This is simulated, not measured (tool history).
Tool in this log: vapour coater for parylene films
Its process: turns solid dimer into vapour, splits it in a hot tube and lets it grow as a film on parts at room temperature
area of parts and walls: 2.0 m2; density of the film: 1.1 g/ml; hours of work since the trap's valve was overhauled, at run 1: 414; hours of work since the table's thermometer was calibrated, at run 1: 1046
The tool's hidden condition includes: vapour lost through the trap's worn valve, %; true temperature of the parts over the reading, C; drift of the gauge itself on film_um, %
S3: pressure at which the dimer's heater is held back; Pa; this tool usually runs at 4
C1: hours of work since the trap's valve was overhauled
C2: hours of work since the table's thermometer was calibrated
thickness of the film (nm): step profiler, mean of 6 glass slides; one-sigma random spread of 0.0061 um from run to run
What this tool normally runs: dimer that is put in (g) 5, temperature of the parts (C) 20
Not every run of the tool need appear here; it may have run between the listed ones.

run 1 hour=0 | dimer_that_is_put_in_(g)=5 temperature_of_the_parts_(C)=20 S3=4 | C1=414 C2=1046 | thickness_of_the_film_(nm)=1171
run 2 hour=29.6 | dimer_that_is_put_in_(g)=5 temperature_of_the_parts_(C)=20 S3=4 | C1=437 C2=1069 | thickness_of_the_film_(nm)=1166
-- hour=51.4 trap's valve overhauled
run 3 hour=61.8 | dimer_that_is_put_in_(g)=5 temperature_of_the_parts_(C)=20 S3=4 | C1=8 C2=1090 | thickness_of_the_film_(nm)=1213
run 4 hour=92.5 | dimer_that_is_put_in_(g)=5 temperature_of_the_parts_(C)=20 S3=4 | C1=32 C2=1114 | thickness_of_the_film_(nm)=1203
run 5 hour=126.4 | dimer_that_is_put_in_(g)=5 temperature_of_the_parts_(C)=20 S3=4 | C1=58 C2=1140 | thickness_of_the_film_(nm)=1212
run 6 hour=145.7 | dimer_that_is_put_in_(g)=5 temperature_of_the_parts_(C)=20 S3=4 | C1=72 C2=1155 | thickness_of_the_film_(nm)=1197
run 7 hour=163.3 | dimer_that_is_put_in_(g)=5 temperature_of_the_parts_(C)=20 S3=4 | C1=86 C2=1168 | thickness_of_the_film_(nm)=1195
run 8 hour=206.4 | dimer_that_is_put_in_(g)=5 temperature_of_the_parts_(C)=20 S3=4 | C1=119 C2=1201 | thickness_of_the_film_(nm)=1195
run 9 hour=231 | dimer_that_is_put_in_(g)=5 temperature_of_the_parts_(C)=20 S3=4 | C1=138 C2=1220 | thickness_of_the_film_(nm)=1195
run 10 hour=271.6 | dimer_that_is_put_in_(g)=5 temperature_of_the_parts_(C)=20 S3=4 | C1=169 C2=1251 | thickness_of_the_film_(nm)=1192
run 11 hour=295.7 | dimer_that_is_put_in_(g)=5 temperature_of_the_parts_(C)=18 S3=4 | C1=187 C2=1270 | thickness_of_the_film_(nm)=1292
-- hour=308.1 table's thermometer calibrated
run 12 hour=332.4 | dimer_that_is_put_in_(g)=2 temperature_of_the_parts_(C)=18 S3=4 | C1=215 C2=19 | thickness_of_the_film_(nm)=508
run 13 hour=372.6 | dimer_that_is_put_in_(g)=2 temperature_of_the_parts_(C)=18 S3=4 | C1=245 C2=49 | thickness_of_the_film_(nm)=506
run 14 hour=391.7 | dimer_that_is_put_in_(g)=2 temperature_of_the_parts_(C)=18 S3=4 | C1=260 C2=64 | thickness_of_the_film_(nm)=502
-- hour=427 table's thermometer calibrated, once more
run 15 hour=434.7 | dimer_that_is_put_in_(g)=2 temperature_of_the_parts_(C)=18 S3=4 | C1=292 C2=6 | thickness_of_the_film_(nm)=517
run 16 hour=473.2 | dimer_that_is_put_in_(g)=2 temperature_of_the_parts_(C)=18 S3=4 | C1=322 C2=35 | thickness_of_the_film_(nm)=510
run 17 hour=503.6 | dimer_that_is_put_in_(g)=2 temperature_of_the_parts_(C)=18 S3=4 | C1=345 C2=59 | thickness_of_the_film_(nm)=517
run 18 hour=521.8 | dimer_that_is_put_in_(g)=2 temperature_of_the_parts_(C)=18 S3=4 | C1=359 C2=73 | thickness_of_the_film_(nm)=506
run 19 hour=559.3 | dimer_that_is_put_in_(g)=2 temperature_of_the_parts_(C)=18 S3=4 | C1=388 C2=101 | thickness_of_the_film_(nm)=512
run 20 hour=590.2 | dimer_that_is_put_in_(g)=2 temperature_of_the_parts_(C)=18 S3=4 | C1=411 C2=125 | thickness_of_the_film_(nm)=501
run 21 hour=608 | dimer_that_is_put_in_(g)=2 temperature_of_the_parts_(C)=18 S3=4 | C1=425 C2=139 | thickness_of_the_film_(nm)=510
run 22 hour=634.7 | dimer_that_is_put_in_(g)=5 temperature_of_the_parts_(C)=20 S3=2.06 | C1=445 C2=159 | thickness_of_the_film_(nm)=1351
-- hour=643.1 trap's valve overhauled
run 23 hour=668.9 | dimer_that_is_put_in_(g)=5 temperature_of_the_parts_(C)=27 S3=4 | C1=20 C2=182 | thickness_of_the_film_(nm)=918
run 24 hour=711.2 | dimer_that_is_put_in_(g)=8 temperature_of_the_parts_(C)=28 S3=4 | C1=52 C2=215 | thickness_of_the_film_(nm)=1408
run 25 hour=753.1 | dimer_that_is_put_in_(g)=2 temperature_of_the_parts_(C)=27 S3=7.88 | C1=84 C2=247 | thickness_of_the_film_(nm)=315
run 26 hour=796 | dimer_that_is_put_in_(g)=6 temperature_of_the_parts_(C)=26 S3=4 | C1=117 C2=280 | thickness_of_the_film_(nm)=1129
run 27 hour=838.6 | dimer_that_is_put_in_(g)=6 temperature_of_the_parts_(C)=12 S3=6.4 | C1=150 C2=312 | thickness_of_the_film_(nm)=1852
run 28 hour=877.4 | dimer_that_is_put_in_(g)=2 temperature_of_the_parts_(C)=18 S3=2.59 | C1=180 C2=342 | thickness_of_the_film_(nm)=586
run 29 hour=897.4 | dimer_that_is_put_in_(g)=2 temperature_of_the_parts_(C)=14 S3=8.45 | C1=195 C2=357 | thickness_of_the_film_(nm)=525
run 30 hour=926.9 | dimer_that_is_put_in_(g)=5 temperature_of_the_parts_(C)=17 S3=4 | C1=218 C2=380 | thickness_of_the_film_(nm)=1362
run 31 hour=954.6 | dimer_that_is_put_in_(g)=2 temperature_of_the_parts_(C)=20 S3=3.91 | C1=239 C2=401 | thickness_of_the_film_(nm)=488
run 32 hour=983.3 | dimer_that_is_put_in_(g)=2 temperature_of_the_parts_(C)=20 S3=3.91 | C1=261 C2=423 | thickness_of_the_film_(nm)=468
run 33 hour=1025.6 | dimer_that_is_put_in_(g)=4 temperature_of_the_parts_(C)=16 S3=4.64 | C1=293 C2=456 | thickness_of_the_film_(nm)=1085
run 34 hour=1049.4 | dimer_that_is_put_in_(g)=6 temperature_of_the_parts_(C)=18 S3=4.64 | C1=311 C2=474 | thickness_of_the_film_(nm)=1500
run 35 hour=1067.1 | dimer_that_is_put_in_(g)=9 temperature_of_the_parts_(C)=13 S3=4.64 | C1=325 C2=487 | thickness_of_the_film_(nm)=2780
run 36 hour=1090.4 | dimer_that_is_put_in_(g)=5 temperature_of_the_parts_(C)=20 S3=4.41 | C1=343 C2=505 | thickness_of_the_film_(nm)=1152
run 37 hour=1110.7 | dimer_that_is_put_in_(g)=5 temperature_of_the_parts_(C)=20 S3=3.17 | C1=358 C2=521 | thickness_of_the_film_(nm)=1240
run 38 hour=1138.5 | dimer_that_is_put_in_(g)=5 temperature_of_the_parts_(C)=22 S3=2.32 | C1=380 C2=542 | thickness_of_the_film_(nm)=1210
run 39 hour=1157.7 | dimer_that_is_put_in_(g)=6 temperature_of_the_parts_(C)=28 S3=4.96 | C1=394 C2=557 | thickness_of_the_film_(nm)=956
run 40 hour=1190.4 | dimer_that_is_put_in_(g)=6 temperature_of_the_parts_(C)=28 S3=4.96 | C1=419 C2=582 | thickness_of_the_film_(nm)=952
run 41 hour=1223 | dimer_that_is_put_in_(g)=4 temperature_of_the_parts_(C)=21 S3=2.44 | C1=444 C2=607 | thickness_of_the_film_(nm)=998
-- hour=1231.2 trap's valve overhauled
run 42 hour=1254.9 | dimer_that_is_put_in_(g)=2 temperature_of_the_parts_(C)=16 S3=2.58 | C1=18 C2=628 | thickness_of_the_film_(nm)=626
run 43 hour=1273.6 | dimer_that_is_put_in_(g)=4 temperature_of_the_parts_(C)=22 S3=3.31 | C1=32 C2=643 | thickness_of_the_film_(nm)=921
run 44 hour=1311.7 | dimer_that_is_put_in_(g)=4 temperature_of_the_parts_(C)=22 S3=3.31 | C1=62 C2=672 | thickness_of_the_film_(nm)=927
run 45 hour=1344.5 | dimer_that_is_put_in_(g)=3 temperature_of_the_parts_(C)=15 S3=2.15 | C1=87 C2=697 | thickness_of_the_film_(nm)=1023
run 46 hour=1367.5 | dimer_that_is_put_in_(g)=3 temperature_of_the_parts_(C)=15 S3=2.15 | C1=104 C2=715 | thickness_of_the_film_(nm)=1024

Here are 4 independent what-if runs from the current tool condition. What would each one return?
run A hour=1396.5 | dimer_that_is_put_in_(g)=9 temperature_of_the_parts_(C)=21 S3=4.22 | C1=127 C2=737 | thickness_of_the_film_(nm)=?
run B hour=1396.5 | dimer_that_is_put_in_(g)=2 temperature_of_the_parts_(C)=20 S3=4 | C1=127 C2=737 | thickness_of_the_film_(nm)=?
run C hour=1396.5 | dimer_that_is_put_in_(g)=4 temperature_of_the_parts_(C)=15 S3=2.15 | C1=127 C2=737 | thickness_of_the_film_(nm)=?
run D hour=1396.5 | dimer_that_is_put_in_(g)=6 temperature_of_the_parts_(C)=15 S3=2.11 | C1=127 C2=737 | thickness_of_the_film_(nm)=?

run=A thickness_of_the_film_(nm)=2044
run=B thickness_of_the_film_(nm)=481
run=C thickness_of_the_film_(nm)=1356
run=D thickness_of_the_film_(nm)=2038
Stripped of hidden state, with their random variation kept, the same runs would have yielded:
run=A thickness_of_the_film_(nm)=2128
run=B thickness_of_the_film_(nm)=500
run=C thickness_of_the_film_(nm)=1412
run=D thickness_of_the_film_(nm)=2122
